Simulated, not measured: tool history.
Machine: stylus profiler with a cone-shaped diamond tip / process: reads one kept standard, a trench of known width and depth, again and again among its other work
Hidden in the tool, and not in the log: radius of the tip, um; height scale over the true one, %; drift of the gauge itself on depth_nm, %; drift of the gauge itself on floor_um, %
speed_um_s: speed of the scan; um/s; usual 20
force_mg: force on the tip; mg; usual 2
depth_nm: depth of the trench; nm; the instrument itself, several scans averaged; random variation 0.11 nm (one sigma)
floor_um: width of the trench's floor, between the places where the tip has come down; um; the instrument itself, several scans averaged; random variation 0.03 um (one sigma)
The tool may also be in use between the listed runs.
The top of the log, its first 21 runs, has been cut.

run   hour  speed_um_s  force_mg  scans with this tip  hours of work since the height scale was calibrated  depth_nm  floor_um
 22  523.1          39         2                 5918                                                   30    202.48     47.84
 23  553.9          34      0.67                 6115                                                   44    200.81     47.79
     568.2  -- height scale calibrated on a step standard, once more
 24  578.8          25         2                 6272                                                    5    202.81     47.85
 25  601.8          25         2                 6420                                                   14    203.03     47.84
 26  632.4          25         2                 6617                                                   28    202.82     47.79
 27  656.1          36      1.12                 6769                                                   38    201.86     47.77
 28  677.2           9      3.73                 6904                                                   47    204.61     47.87
 29  701.7           9      3.73                 7062                                                   57    204.42     47.84
 30  725.4           5      3.05                 7214                                                   67    203.96     47.83

4 ways to go on from here, each from the tool as it stands after run 30. What would each give?
  A  747.4           5         5                 7355                                                   77         ?         ?
  B  747.4          26      1.27                 7355                                                   77         ?         ?
  C  747.4          13      2.96                 7355                                                   77         ?         ?
  D  747.4          39      2.66                 7355                                                   77         ?         ?

run  depth_nm  floor_um
  A    205.24     47.83
  B    201.81     47.79
  C    203.82     47.77
  D    203.68     47.77
Without the tool's unlogged condition, the same runs would have read:
run  depth_nm  floor_um
  A    205.33     48.25
  B    201.91     48.22
  C    203.92     48.19
  D    203.78      48.2

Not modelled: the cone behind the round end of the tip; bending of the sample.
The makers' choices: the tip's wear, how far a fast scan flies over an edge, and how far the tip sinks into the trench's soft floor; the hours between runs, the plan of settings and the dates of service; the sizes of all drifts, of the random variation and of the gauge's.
